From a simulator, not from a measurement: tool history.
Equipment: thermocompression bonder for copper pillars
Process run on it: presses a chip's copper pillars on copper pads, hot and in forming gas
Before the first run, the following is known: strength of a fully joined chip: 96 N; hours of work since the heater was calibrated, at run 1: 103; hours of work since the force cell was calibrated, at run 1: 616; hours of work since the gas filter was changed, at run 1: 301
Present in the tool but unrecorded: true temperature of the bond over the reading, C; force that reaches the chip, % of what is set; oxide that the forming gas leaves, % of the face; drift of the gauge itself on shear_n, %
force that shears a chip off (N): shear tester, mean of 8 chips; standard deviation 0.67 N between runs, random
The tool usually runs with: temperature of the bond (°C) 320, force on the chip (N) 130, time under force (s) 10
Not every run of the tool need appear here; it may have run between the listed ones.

run    hour  temperature of the bond (°C)  force on the chip (N)  time under force (s)  hours of work since the heater was calibrated  hours of work since the force cell was calibrated  hours of work since the gas filter was changed  force that shears a chip off (N)
  1     0.0                           320                    130                    10                                            103                                                616                                             301                              39.4
  2    77.0                           320                    130                    10                                            157                                                671                                             356                              37.5
       95.4  -- forming gas filter changed
  3   176.0                           320                     94                    10                                            227                                                741                                              57                              28.7
  4   264.4                           320                     94                    10                                            290                                                804                                             120                              27.7
      341.6  -- force cell calibrated
  5   353.4                           320                     94                    10                                            353                                                  8                                             182                              30.7
  6   406.0                           320                     94                    10                                            390                                                 46                                             220                              29.6
  7   488.4                           320                    130                    10                                            449                                                104                                             278                              39.9
  8   588.2                           320                    130                    10                                            520                                                175                                             349                              39.4
      611.6  -- forming gas filter changed
  9   662.1                           320                    130                    10                                            572                                                228                                              36                              41.0
 10   742.2                           320                    130                    10                                            629                                                285                                              93                              39.7
 11   815.6                           320                    130                    10                                            681                                                337                                             145                              40.5
 12   905.3                           320                    130                    10                                            745                                                401                                             209                              38.5
 13  1007.6                           320                    130                    10                                            817                                                473                                             282                              36.9
 14  1108.6                           320                    130                    10                                            889                                                545                                             353                              37.8
     1123.7  -- forming gas filter changed
 15  1166.6                           320                    130                    10                                            930                                                586                                              30                              38.9
 16  1264.2                           320                    130                    10                                           1000                                                655                                             100                              38.4
 17  1348.4                           342                    130                     7                                           1060                                                715                                             160                              39.5
 18  1418.5                           317                    130                     8                                           1109                                                765                                             210                              33.2
 19  1461.3                           303                    123                    24                                           1140                                                796                                             240                              41.3
 20  1514.8                           341                    152                     7                                           1178                                                834                                             278                              43.0
     1551.3  -- force cell calibrated
 21  1566.6                           341                    152                     7                                           1214                                                 11                                             314                              46.1
     1637.1  -- forming gas filter changed
 22  1637.1                           332                    152                     7                                           1263                                                 61                                               0                              44.2
     1686.0  -- heater calibrated with a thermocouple chip
 23  1709.8                           332                     92                    21                                             17                                                111                                              50                              46.5
 24  1759.9                           332                    121                    21                                             53                                                147                                              86                              56.1
 25  1858.3                           312                    149                    24                                            123                                                217                                             156                              58.4
 26  1937.6                           323                    106                    24                                            179                                                273                                             212                              47.8
 27  2011.9                           323                    106                    28                                            232                                                326                                             265                              49.4
 28  2082.2                           323                    106                    28                                            282                                                376                                             315                              47.9
     2152.2  -- forming gas filter changed
 29  2180.3                           323                    106                    28                                            351                                                445                                              20                              51.0
 30  2255.1                           317                    150                    10                                            404                                                498                                              73                              44.9
 31  2353.2                           320                     92                    24                                            474                                                568                                             143                              42.4

For each run, the measured value with the value that run would have given without the tool's hidden condition subtracted. The run-to-run variation is shared by both, the gauge scatter possibly not:
run  force that shears a chip off (N)
  1                              -5.2
  2                              -5.7
  3                              -3.1
  4                              -3.6
  5                              -2.0
  6                              -2.4
  7                              -4.0
  8                              -4.7
  9                              -2.6
 10                              -3.3
 11                              -4.0
 12                              -4.9
 13                              -5.8
 14                              -6.7
 15                              -4.5
 16                              -5.4
 17                              -6.1
 18                              -6.2
 19                              -7.7
 20                              -8.2
 21                              -5.9
 22                              -3.4
 23                              -0.5
 24                              -1.2
 25                              -2.4
 26                              -3.0
 27                              -3.9
 28                              -4.6
 29                              -2.1
 30                              -2.8
 31                              -3.6
